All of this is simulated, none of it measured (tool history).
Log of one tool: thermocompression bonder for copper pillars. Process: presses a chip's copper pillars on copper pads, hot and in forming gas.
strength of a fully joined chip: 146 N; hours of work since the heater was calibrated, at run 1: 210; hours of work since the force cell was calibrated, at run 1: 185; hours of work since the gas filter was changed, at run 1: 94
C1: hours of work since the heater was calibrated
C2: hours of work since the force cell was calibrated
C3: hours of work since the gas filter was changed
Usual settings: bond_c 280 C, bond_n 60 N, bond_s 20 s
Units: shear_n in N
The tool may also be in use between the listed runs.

Run 1, hour 0: usual settings; C1 210; C2 185; C3 94. Result: shear_n 101.8 N.
Run 2, hour 9.8: usual settings; C1 216; C2 190; C3 99. Result: shear_n 106.3 N.
Run 3, hour 14.7: usual settings but bond_s 17 s; C1 218; C2 192; C3 102. Result: shear_n 99.8 N.
Run 4, hour 19.2: usual settings but bond_s 17 s; C1 220; C2 195; C3 104. Result: shear_n 98.2 N.
Run 5, hour 25.1: usual settings; C1 223; C2 198; C3 107. Result: shear_n 102.9 N.
Run 6, hour 33.7: usual settings but bond_n 38 N; C1 228; C2 202; C3 111. Result: shear_n 86.6 N.
Run 7, hour 39.2: usual settings but bond_c 295 C; C1 231; C2 205; C3 114. Result: shear_n 115.7 N.
Run 8, hour 45.4: usual settings but bond_c 295 C; C1 234; C2 208; C3 118. Result: shear_n 116.2 N.
Run 9, hour 50.8: usual settings but bond_c 281 C; C1 237; C2 211; C3 120. Result: shear_n 104.7 N.
Run 10, hour 56: usual settings; C1 239; C2 214; C3 123. Result: shear_n 102.2 N.
Run 11, hour 63.3: usual settings; C1 243; C2 218; C3 127. Result: shear_n 104.4 N.
Run 12, hour 72.1: usual settings; C1 248; C2 222; C3 131. Result: shear_n 105.7 N.
Run 13, hour 82.1: usual settings; C1 253; C2 227; C3 136. Result: shear_n 102.7 N.
Run 14, hour 90.2: usual settings; C1 257; C2 231; C3 141. Result: shear_n 102.5 N.
Run 15, hour 97.6: usual settings; C1 261; C2 235; C3 144. Result: shear_n 102.5 N.
Run 16, hour 103.2: usual settings but bond_c 294 C; C1 264; C2 238; C3 147. Result: shear_n 115.6 N.
Run 17, hour 107.2: usual settings; C1 266; C2 240; C3 149. Result: shear_n 103.4 N.
Run 18, hour 114.9: usual settings; C1 270; C2 244; C3 153. Result: shear_n 102.4 N.
Run 19, hour 120.3: usual settings but bond_n 38 N; C1 273; C2 247; C3 156. Result: shear_n 84.9 N.
Run 20, hour 125.6: usual settings; C1 275; C2 250; C3 159. Result: shear_n 102.5 N.
Run 21, hour 129.8: usual settings; C1 278; C2 252; C3 161. Result: shear_n 104.1 N.
Run 22, hour 137.2: usual settings but bond_c 268 C, bond_n 77 N, bond_s 26 s; C1 281; C2 256; C3 165. Result: shear_n 106.3 N.
Run 23, hour 146.1: usual settings but bond_c 293 C, bond_n 68 N, bond_s 13 s; C1 286; C2 260; C3 170. Result: shear_n 107.4 N.
Run 24, hour 155.9: usual settings but bond_c 262 C; C1 291; C2 265; C3 175. Result: shear_n 85 N.
Run 25, hour 160: usual settings but bond_c 262 C; C1 293; C2 268; C3 177. Result: shear_n 83.6 N.
Run 26, hour 165.9: usual settings but bond_c 262 C; C1 296; C2 271; C3 180. Result: shear_n 84.8 N.
Run 27, hour 170.5: usual settings but bond_s 12 s; C1 299; C2 273; C3 182. Result: shear_n 88.2 N.
Run 28, hour 175.5: usual settings but bond_s 12 s; C1 301; C2 276; C3 185. Result: shear_n 88.6 N.
Run 29, hour 183.3: usual settings but bond_c 254 C; C1 305; C2 280; C3 189. Result: shear_n 76.9 N.
Run 30, hour 190.7: usual settings but bond_c 265 C, bond_n 69 N, bond_s 24 s; C1 309; C2 283; C3 193. Result: shear_n 96.9 N.
Run 31, hour 197.1: usual settings but bond_c 283 C, bond_n 40 N, bond_s 10 s; C1 312; C2 287; C3 196. Result: shear_n 72 N.
Run 32, hour 207.2: usual settings but bond_c 262 C, bond_n 65 N, bond_s 31 s; C1 318; C2 292; C3 201. Result: shear_n 95.7 N.
Run 33, hour 214.9: usual settings but bond_c 261 C, bond_n 40 N, bond_s 10 s; C1 322; C2 296; C3 205. Result: shear_n 51.7 N.
Run 34, hour 223.3: usual settings but bond_n 39 N, bond_s 18 s; C1 326; C2 300; C3 209. Result: shear_n 81.4 N.
Run 35, hour 230.4: usual settings but bond_n 39 N, bond_s 18 s; C1 330; C2 304; C3 213. Result: shear_n 81.2 N.
Run 36, hour 234.6: usual settings but bond_n 39 N, bond_s 18 s; C1 332; C2 306; C3 215. Result: shear_n 82.7 N.
Run 37, hour 239.3: usual settings but bond_c 301 C, bond_n 39 N, bond_s 34 s; C1 334; C2 309; C3 218. Result: shear_n 114 N.
Run 38, hour 246.2: usual settings but bond_c 252 C, bond_n 57 N, bond_s 29 s; C1 338; C2 312; C3 221. Result: shear_n 80.1 N.
Run 39, hour 255.5: usual settings but bond_n 76 N; C1 343; C2 317; C3 226. Result: shear_n 106.9 N.
Run 40, hour 261.3: usual settings but bond_n 61 N; C1 346; C2 320; C3 229. Result: shear_n 101.4 N.
Run 41, hour 266: usual settings but bond_c 257 C, bond_n 61 N, bond_s 17 s; C1 348; C2 322; C3 232. Result: shear_n 75.3 N.

3 ways to go on from here, each from the tool as it stands after run 41. What would each give?
Run A, hour 273.5: usual settings but bond_c 266 C, bond_n 61 N, bond_s 21 s; C1 352; C2 326; C3 235. Result: shear_n ?.
Run B, hour 273.5: usual settings but bond_c 257 C, bond_n 82 N, bond_s 17 s; C1 352; C2 326; C3 235. Result: shear_n ?.
Run C, hour 273.5: usual settings but bond_n 41 N, bond_s 23 s; C1 352; C2 326; C3 235. Result: shear_n ?.

run  shear_n
  A     88.2
  B     85.8
  C     88.4
Without the tool's hidden state the same runs would have given:
run  shear_n
  A     96.9
  B     94.5
  C     96.9
